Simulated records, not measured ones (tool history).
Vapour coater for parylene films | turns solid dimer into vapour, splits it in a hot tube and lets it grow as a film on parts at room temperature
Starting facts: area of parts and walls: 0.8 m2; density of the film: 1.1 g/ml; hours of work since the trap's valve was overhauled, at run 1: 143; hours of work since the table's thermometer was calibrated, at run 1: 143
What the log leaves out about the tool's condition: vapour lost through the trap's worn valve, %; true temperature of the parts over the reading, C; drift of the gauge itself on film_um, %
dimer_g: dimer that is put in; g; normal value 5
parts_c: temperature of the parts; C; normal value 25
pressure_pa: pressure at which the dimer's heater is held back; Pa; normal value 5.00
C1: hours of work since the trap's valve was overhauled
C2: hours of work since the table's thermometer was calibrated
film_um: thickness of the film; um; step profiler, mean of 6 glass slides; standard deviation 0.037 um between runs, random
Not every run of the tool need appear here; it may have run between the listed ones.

run 1 hour=0.0 | dimer_g=5 parts_c=25 pressure_pa=5.00 | C1=143 C2=143 | film_um=3.84
run 2 hour=25.7 | dimer_g=5 parts_c=25 pressure_pa=5.00 | C1=154 C2=154 | film_um=3.83
run 3 hour=50.8 | dimer_g=2 parts_c=25 pressure_pa=5.00 | C1=164 C2=164 | film_um=1.57
run 4 hour=98.2 | dimer_g=2 parts_c=25 pressure_pa=5.00 | C1=184 C2=184 | film_um=1.58
run 5 hour=122.2 | dimer_g=5 parts_c=19 pressure_pa=5.00 | C1=193 C2=193 | film_um=4.62
run 6 hour=161.3 | dimer_g=5 parts_c=19 pressure_pa=5.00 | C1=210 C2=210 | film_um=4.71
run 7 hour=183.1 | dimer_g=5 parts_c=19 pressure_pa=5.00 | C1=219 C2=219 | film_um=4.64
run 8 hour=231.9 | dimer_g=5 parts_c=25 pressure_pa=5.00 | C1=239 C2=239 | film_um=3.92
run 9 hour=266.5 | dimer_g=5 parts_c=25 pressure_pa=5.00 | C1=253 C2=253 | film_um=3.91
run 10 hour=296.8 | dimer_g=5 parts_c=31 pressure_pa=5.00 | C1=266 C2=266 | film_um=3.18
run 11 hour=329.4 | dimer_g=5 parts_c=23 pressure_pa=5.00 | C1=279 C2=279 | film_um=4.10
run 12 hour=363.0 | dimer_g=5 parts_c=23 pressure_pa=5.00 | C1=293 C2=293 | film_um=4.10
run 13 hour=411.5 | dimer_g=5 parts_c=25 pressure_pa=5.00 | C1=313 C2=313 | film_um=3.88
run 14 hour=453.5 | dimer_g=5 parts_c=25 pressure_pa=5.00 | C1=331 C2=331 | film_um=3.82
run 15 hour=501.1 | dimer_g=5 parts_c=25 pressure_pa=5.00 | C1=350 C2=350 | film_um=3.82
run 16 hour=545.7 | dimer_g=5 parts_c=25 pressure_pa=9.31 | C1=369 C2=369 | film_um=3.64
run 17 hour=566.9 | dimer_g=5 parts_c=25 pressure_pa=9.31 | C1=378 C2=378 | film_um=3.62
run 18 hour=606.9 | dimer_g=5 parts_c=25 pressure_pa=9.31 | C1=394 C2=394 | film_um=3.58
run 19 hour=646.4 | dimer_g=5 parts_c=25 pressure_pa=9.31 | C1=410 C2=410 | film_um=3.65
run 20 hour=697.1 | dimer_g=5 parts_c=25 pressure_pa=9.31 | C1=431 C2=431 | film_um=3.62
run 21 hour=744.4 | dimer_g=5 parts_c=25 pressure_pa=9.31 | C1=451 C2=451 | film_um=3.67
run 22 hour=775.2 | dimer_g=5 parts_c=25 pressure_pa=9.31 | C1=464 C2=464 | film_um=3.70
run 23 hour=800.3 | dimer_g=5 parts_c=26 pressure_pa=9.31 | C1=474 C2=474 | film_um=3.53
run 24 hour=825.7 | dimer_g=5 parts_c=25 pressure_pa=5.00 | C1=485 C2=485 | film_um=3.82
run 25 hour=863.0 | dimer_g=5 parts_c=25 pressure_pa=5.00 | C1=500 C2=500 | film_um=3.77
run 26 hour=897.8 | dimer_g=6 parts_c=26 pressure_pa=3.81 | C1=515 C2=515 | film_um=4.57
run 27 hour=944.6 | dimer_g=6 parts_c=19 pressure_pa=5.88 | C1=534 C2=534 | film_um=5.53
run 28 hour=974.4 | dimer_g=6 parts_c=19 pressure_pa=5.88 | C1=546 C2=546 | film_um=5.50
run 29 hour=1021.6 | dimer_g=8 parts_c=23 pressure_pa=2.42 | C1=566 C2=566 | film_um=6.94
run 30 hour=1069.6 | dimer_g=5 parts_c=18 pressure_pa=3.01 | C1=586 C2=586 | film_um=5.11
run 31 hour=1095.3 | dimer_g=5 parts_c=18 pressure_pa=3.01 | C1=596 C2=596 | film_um=5.03
run 32 hour=1120.5 | dimer_g=5 parts_c=29 pressure_pa=5.13 | C1=607 C2=607 | film_um=3.35
run 33 hour=1171.9 | dimer_g=5 parts_c=29 pressure_pa=5.13 | C1=628 C2=628 | film_um=3.33
run 34 hour=1195.9 | dimer_g=5 parts_c=22 pressure_pa=5.00 | C1=638 C2=638 | film_um=4.19
run 35 hour=1220.9 | dimer_g=8 parts_c=26 pressure_pa=2.96 | C1=648 C2=648 | film_um=6.22
run 36 hour=1271.9 | dimer_g=8 parts_c=26 pressure_pa=2.96 | C1=669 C2=669 | film_um=6.22
run 37 hour=1309.7 | dimer_g=8 parts_c=26 pressure_pa=8.23 | C1=685 C2=685 | film_um=5.63
-- hour=1326.8 trap's valve overhauled
run 38 hour=1364.9 | dimer_g=2 parts_c=36 pressure_pa=10.85 | C1=16 C2=706 | film_um=0.99
run 39 hour=1391.3 | dimer_g=2 parts_c=31 pressure_pa=10.36 | C1=27 C2=717 | film_um=1.16
run 40 hour=1431.4 | dimer_g=2 parts_c=31 pressure_pa=10.36 | C1=43 C2=734 | film_um=1.19
run 41 hour=1470.1 | dimer_g=5 parts_c=25 pressure_pa=4.90 | C1=59 C2=750 | film_um=3.85
run 42 hour=1519.4 | dimer_g=5 parts_c=30 pressure_pa=5.00 | C1=80 C2=770 | film_um=3.24
run 43 hour=1569.8 | dimer_g=9 parts_c=30 pressure_pa=4.50 | C1=101 C2=791 | film_um=5.95
run 44 hour=1617.3 | dimer_g=9 parts_c=30 pressure_pa=4.50 | C1=120 C2=811 | film_um=5.96
run 45 hour=1643.6 | dimer_g=3 parts_c=31 pressure_pa=2.82 | C1=131 C2=822 | film_um=1.96
run 46 hour=1676.0 | dimer_g=5 parts_c=18 pressure_pa=2.82 | C1=145 C2=835 | film_um=5.08
run 47 hour=1726.7 | dimer_g=5 parts_c=21 pressure_pa=2.82 | C1=166 C2=856 | film_um=4.61

Each row is a separate what-if for the run after 47, all from the same tool condition, not one after another. Results?
run A hour=1764.1 | dimer_g=5 parts_c=33 pressure_pa=6.75 | C1=181 C2=872 | film_um=?
run B hour=1764.1 | dimer_g=5 parts_c=21 pressure_pa=2.12 | C1=181 C2=872 | film_um=?
run C hour=1764.1 | dimer_g=7 parts_c=18 pressure_pa=9.67 | C1=181 C2=872 | film_um=?

run=A film_um=2.83
run=B film_um=4.71
run=C film_um=6.41
What these runs would have given with no unlogged condition in the tool:
run=A film_um=2.83
run=B film_um=4.71
run=C film_um=6.41
